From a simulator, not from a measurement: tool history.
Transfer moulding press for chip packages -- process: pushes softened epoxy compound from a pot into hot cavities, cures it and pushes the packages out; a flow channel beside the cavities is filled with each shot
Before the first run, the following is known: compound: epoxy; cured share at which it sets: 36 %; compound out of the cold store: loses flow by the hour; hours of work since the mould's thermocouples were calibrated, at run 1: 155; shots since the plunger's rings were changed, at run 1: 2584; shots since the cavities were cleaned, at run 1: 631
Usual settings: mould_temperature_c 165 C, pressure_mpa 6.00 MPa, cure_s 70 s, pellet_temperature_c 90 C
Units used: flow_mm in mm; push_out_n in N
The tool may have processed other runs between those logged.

run,hour,mould_temperature_c,pressure_mpa,cure_s,pellet_temperature_c,hours of work since the mould's thermocouples were calibrated,shots since the plunger's rings were changed,shots since the cavities were cleaned,incoming compound's hours out of the cold store,flow_mm,push_out_n
1,0.0,165,6.00,70,90,155,2584,631,32.7,866,818
2,7.8,165,6.00,70,90,162,2741,788,22.7,904,881
3,13.0,165,6.00,70,90,166,2846,893,8.5,968,940
4,20.8,165,6.00,70,90,172,3002,1049,11.9,945,991
# hour 26.5: cavities cleaned with cleaning compound and waxed
# hour 29.7: plunger's sealing rings changed
5,30.8,165,6.00,70,90,177,23,37,12.2,1000,603
6,38.6,165,7.37,70,90,183,178,192,20.4,1059,644
7,43.7,165,7.37,70,90,187,281,295,32.8,997,704
8,49.2,165,6.00,70,90,191,392,406,10.5,1000,774
9,58.2,165,6.68,70,90,198,574,588,26.8,971,777
10,62.7,165,6.68,70,90,202,665,679,33.4,942,856
11,70.9,165,6.00,70,90,208,829,843,37.3,873,845
# hour 73.6: mould's thermocouples calibrated
12,77.9,165,6.00,70,81,3,930,944,9.1,1002,981
13,86.1,165,6.00,70,81,10,1095,1109,29.0,905,920
# hour 88.7: cavities cleaned with cleaning compound and waxed
14,94.2,165,6.00,82,81,15,1228,110,20.8,945,481
# hour 100.9: mould's thermocouples calibrated, once more
15,103.5,165,6.00,82,81,2,1374,256,17.0,951,543
16,111.0,165,6.81,103,91,8,1527,409,47.0,882,506
17,115.2,165,6.81,103,91,11,1610,492,41.5,899,474
18,123.0,167,5.69,104,90,17,1768,650,36.1,836,550
19,127.2,165,6.00,70,95,21,1852,734,30.2,880,810
20,133.0,165,6.00,70,95,25,1968,850,42.7,834,797
21,141.2,162,6.98,80,97,32,2134,1016,26.9,976,800
# hour 148.6: cavities cleaned with cleaning compound and waxed
22,151.0,164,4.95,70,90,38,2301,48,47.4,741,580
23,157.7,162,6.00,76,86,43,2436,183,41.2,844,660
24,162.0,165,6.00,55,94,47,2524,271,16.8,934,1260
25,166.9,165,6.00,55,94,51,2620,367,12.2,952,1364
26,175.4,165,6.00,55,94,57,2792,539,28.4,882,1373
27,183.0,165,6.00,55,94,63,2946,693,19.6,915,1439
# hour 192.7: plunger's sealing rings changed
28,195.2,172,6.10,105,90,71,50,888,19.9,944,544

Here are 4 independent what-if runs from the current tool condition. What would each one return?
A,202.0,165,6.00,102,90,76,186,1024,30.7,?,?
B,202.0,165,6.00,60,90,76,186,1024,38.4,?,?
C,202.0,165,6.00,89,86,76,186,1024,20.2,?,?
D,202.0,172,6.10,105,97,76,186,1024,44.1,?,?

run,flow_mm,push_out_n
A,908,603
B,878,1266
C,960,635
D,836,576
With the hidden condition removed and each run's random variation left untouched, the same runs would have given:
run,flow_mm,push_out_n
A,912,347
B,882,729
C,965,367
D,840,331

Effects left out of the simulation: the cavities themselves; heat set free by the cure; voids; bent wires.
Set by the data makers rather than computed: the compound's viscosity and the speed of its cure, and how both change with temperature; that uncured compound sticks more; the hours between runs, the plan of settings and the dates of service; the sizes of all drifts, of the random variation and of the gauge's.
